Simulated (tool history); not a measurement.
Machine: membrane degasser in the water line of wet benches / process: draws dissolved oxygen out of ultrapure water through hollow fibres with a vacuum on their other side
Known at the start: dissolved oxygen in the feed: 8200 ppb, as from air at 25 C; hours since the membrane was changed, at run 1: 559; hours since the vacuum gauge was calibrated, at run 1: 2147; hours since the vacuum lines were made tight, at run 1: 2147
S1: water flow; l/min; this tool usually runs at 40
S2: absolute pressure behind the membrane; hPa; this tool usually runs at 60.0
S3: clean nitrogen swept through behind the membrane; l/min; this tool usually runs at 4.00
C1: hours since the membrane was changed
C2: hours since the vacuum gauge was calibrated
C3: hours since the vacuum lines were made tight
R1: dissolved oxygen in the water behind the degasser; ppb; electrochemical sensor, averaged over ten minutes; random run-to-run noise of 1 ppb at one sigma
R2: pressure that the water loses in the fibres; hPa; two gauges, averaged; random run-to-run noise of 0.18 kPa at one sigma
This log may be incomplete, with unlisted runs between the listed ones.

| run | day | S1 | S2 | S3 | C1 | C2 | C3 | R1 | R2 |
|---|---|---|---|---|---|---|---|---|---|
| 1 | 0.000 | 40 | 60.0 | 4.00 | 559 | 2147 | 2147 | 96.5 | 302.2 |
| 2 | 10.021 | 40 | 60.0 | 4.00 | 799 | 2387 | 2387 | 97.5 | 303.3 |
| 3 | 19.225 | 40 | 60.0 | 4.00 | 1020 | 2608 | 2608 | 95.7 | 303.4 |
| 4 | 24.838 | 40 | 60.0 | 4.00 | 1155 | 2743 | 2743 | 94.6 | 302.6 |
| 5 | 33.896 | 40 | 60.0 | 4.00 | 1373 | 2960 | 2960 | 94.9 | 304.6 |
| 6 | 45.525 | 40 | 60.0 | 4.00 | 1652 | 3239 | 3239 | 94.4 | 303.6 |
| 7 | 55.812 | 37 | 60.0 | 4.00 | 1899 | 3486 | 3486 | 81.9 | 283.7 |
| 8 | 67.467 | 37 | 60.0 | 4.00 | 2178 | 3766 | 3766 | 82.3 | 278.7 |
|  | 72.388 | seals of the vacuum lines changed |
| 9 | 77.629 | 37 | 52.1 | 4.00 | 2420 | 4008 | 126 | 67.1 | 281.6 |
| 10 | 86.067 | 34 | 52.1 | 4.00 | 2623 | 4210 | 328 | 56.8 | 256.2 |
| 11 | 94.288 | 34 | 52.1 | 4.00 | 2820 | 4408 | 526 | 55.4 | 254.1 |
| 12 | 101.971 | 34 | 52.1 | 4.00 | 3004 | 4592 | 710 | 56.0 | 258.2 |
| 13 | 110.246 | 34 | 52.1 | 4.00 | 3203 | 4791 | 909 | 56.2 | 258.5 |
| 14 | 119.396 | 34 | 52.1 | 4.00 | 3423 | 5010 | 1128 | 57.3 | 256.4 |
| 15 | 130.654 | 34 | 52.1 | 4.00 | 3693 | 5280 | 1398 | 56.1 | 257.8 |
| 16 | 140.329 | 40 | 91.9 | 4.00 | 3925 | 5513 | 1631 | 167.6 | 304.7 |
| 17 | 150.812 | 40 | 91.9 | 4.00 | 4177 | 5764 | 1882 | 172.7 | 303.4 |
| 18 | 157.321 | 40 | 91.9 | 4.00 | 4333 | 5920 | 2038 | 169.7 | 301.4 |
| 19 | 166.675 | 40 | 91.9 | 4.00 | 4557 | 6145 | 2263 | 170.6 | 302.3 |
| 20 | 172.342 | 41 | 44.7 | 9.25 | 4693 | 6281 | 2399 | 46.9 | 310.5 |
| 21 | 177.617 | 25 | 86.9 | 7.44 | 4820 | 6408 | 2526 | 49.2 | 191.3 |
| 22 | 188.754 | 35 | 139.3 | 3.71 | 5087 | 6675 | 2793 | 252.7 | 262.3 |
| 23 | 194.971 | 57 | 139.3 | 2.64 | 5236 | 6824 | 2942 | 575.0 | 431.4 |
| 24 | 205.738 | 35 | 84.1 | 4.38 | 5495 | 7082 | 3200 | 114.5 | 263.8 |
| 25 | 211.221 | 35 | 84.1 | 4.38 | 5626 | 7214 | 3332 | 116.8 | 267.9 |
| 26 | 216.638 | 40 | 60.0 | 2.00 | 5756 | 7344 | 3462 | 152.2 | 305.0 |
| 27 | 226.762 | 40 | 60.0 | 1.90 | 5999 | 7587 | 3705 | 159.2 | 300.9 |
|  | 227.583 | vacuum gauge calibrated |
| 28 | 233.212 | 35 | 53.9 | 4.00 | 6154 | 135 | 3859 | 62.7 | 264.6 |
|  | 234.167 | seals of the vacuum lines changed |
| 29 | 239.279 | 35 | 53.9 | 4.00 | 6297 | 279 | 123 | 63.6 | 264.0 |
| 30 | 245.008 | 35 | 53.9 | 4.00 | 6435 | 416 | 260 | 63.5 | 266.7 |
| 31 | 250.958 | 30 | 60.0 | 4.00 | 6577 | 559 | 403 | 58.8 | 226.5 |
| 32 | 256.729 | 59 | 60.0 | 4.00 | 6716 | 697 | 542 | 193.5 | 446.6 |

Alternative continuations, all from the tool just after run 32; predict every row:
| A | 267.296 | 50 | 44.0 | 1.90 | 6970 | 951 | 795 | ? | ? |
| B | 267.296 | 33 | 131.3 | 4.00 | 6970 | 951 | 795 | ? | ? |
| C | 267.296 | 51 | 119.6 | 6.08 | 6970 | 951 | 795 | ? | ? |

| run | R1 | R2 |
|---|---|---|
| A | 129.7 | 379.0 |
| B | 204.0 | 254.7 |
| C | 235.6 | 390.1 |
Take away the tool's hidden state, keep each run's random variation, and the runs would have read:
| run | R1 | R2 |
|---|---|---|
| A | 129.5 | 378.8 |
| B | 203.9 | 254.5 |
| C | 235.4 | 389.9 |
